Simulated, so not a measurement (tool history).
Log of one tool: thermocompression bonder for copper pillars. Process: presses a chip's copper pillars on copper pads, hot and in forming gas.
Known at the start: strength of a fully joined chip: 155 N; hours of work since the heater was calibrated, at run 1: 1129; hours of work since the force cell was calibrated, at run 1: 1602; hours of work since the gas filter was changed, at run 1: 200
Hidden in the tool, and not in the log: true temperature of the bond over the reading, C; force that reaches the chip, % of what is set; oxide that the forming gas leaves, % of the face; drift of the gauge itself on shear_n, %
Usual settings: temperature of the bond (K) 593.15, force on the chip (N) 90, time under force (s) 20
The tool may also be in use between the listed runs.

| run | hour | temperature of the bond (K) | force on the chip (N) | time under force (s) | hours of work since the heater was calibrated | hours of work since the force cell was calibrated | hours of work since the gas filter was changed | force that shears a chip off (N) |
|---|---|---|---|---|---|---|---|---|
| 1 | 0.0 | 593.15 | 90 | 20 | 1129 | 1602 | 200 | 80.4 |
|  | 21.9 | forming gas filter changed |
| 2 | 32.4 | 593.15 | 90 | 20 | 1154 | 1627 | 8 | 85.8 |
| 3 | 88.4 | 593.15 | 90 | 20 | 1198 | 1670 | 52 | 84.9 |
|  | 96.5 | heater calibrated with a thermocouple chip |
| 4 | 146.4 | 593.15 | 90 | 20 | 39 | 1714 | 96 | 85.3 |
|  | 190.8 | heater calibrated with a thermocouple chip, once more |
| 5 | 196.6 | 593.15 | 90 | 20 | 5 | 1752 | 134 | 80.0 |
| 6 | 252.8 | 593.15 | 90 | 20 | 49 | 1796 | 178 | 78.7 |
|  | 301.5 | forming gas filter changed |
| 7 | 301.8 | 593.15 | 90 | 20 | 87 | 1834 | 0 | 82.8 |
| 8 | 362.4 | 593.15 | 90 | 20 | 134 | 1882 | 48 | 81.4 |
| 9 | 408.0 | 587.15 | 90 | 20 | 170 | 1917 | 83 | 75.7 |
| 10 | 446.2 | 587.15 | 90 | 20 | 200 | 1947 | 113 | 75.0 |
| 11 | 476.3 | 593.15 | 90 | 57 | 223 | 1971 | 137 | 107.4 |
|  | 487.6 | force cell calibrated |
| 12 | 537.3 | 593.15 | 90 | 57 | 270 | 39 | 184 | 112.2 |
|  | 576.5 | forming gas filter changed |
| 13 | 584.5 | 569.15 | 94 | 26 | 306 | 76 | 6 | 79.6 |
| 14 | 624.5 | 593.15 | 75 | 57 | 338 | 107 | 38 | 104.8 |
| 15 | 674.2 | 593.15 | 75 | 57 | 377 | 146 | 77 | 102.8 |
| 16 | 731.4 | 585.15 | 75 | 18 | 422 | 191 | 121 | 65.2 |
| 17 | 761.8 | 585.15 | 75 | 18 | 445 | 214 | 145 | 64.9 |
| 18 | 790.4 | 585.15 | 75 | 18 | 468 | 237 | 168 | 64.0 |
| 19 | 824.9 | 621.15 | 90 | 20 | 495 | 264 | 195 | 105.5 |
|  | 850.6 | forming gas filter changed |
| 20 | 877.3 | 621.15 | 90 | 20 | 535 | 305 | 21 | 111.8 |

The same runs without the tool's hidden state, with the same run-to-run variation:
| run | force that shears a chip off (N) |
|---|---|
| 1 | 88.3 |
| 2 | 88.7 |
| 3 | 88.9 |
| 4 | 88.7 |
| 5 | 89.4 |
| 6 | 89.1 |
| 7 | 89.1 |
| 8 | 89.1 |
| 9 | 84.0 |
| 10 | 83.9 |
| 11 | 118.3 |
| 12 | 118.5 |
| 13 | 79.3 |
| 14 | 105.5 |
| 15 | 104.7 |
| 16 | 67.2 |
| 17 | 67.5 |
| 18 | 67.0 |
| 19 | 111.6 |
| 20 | 112.4 |
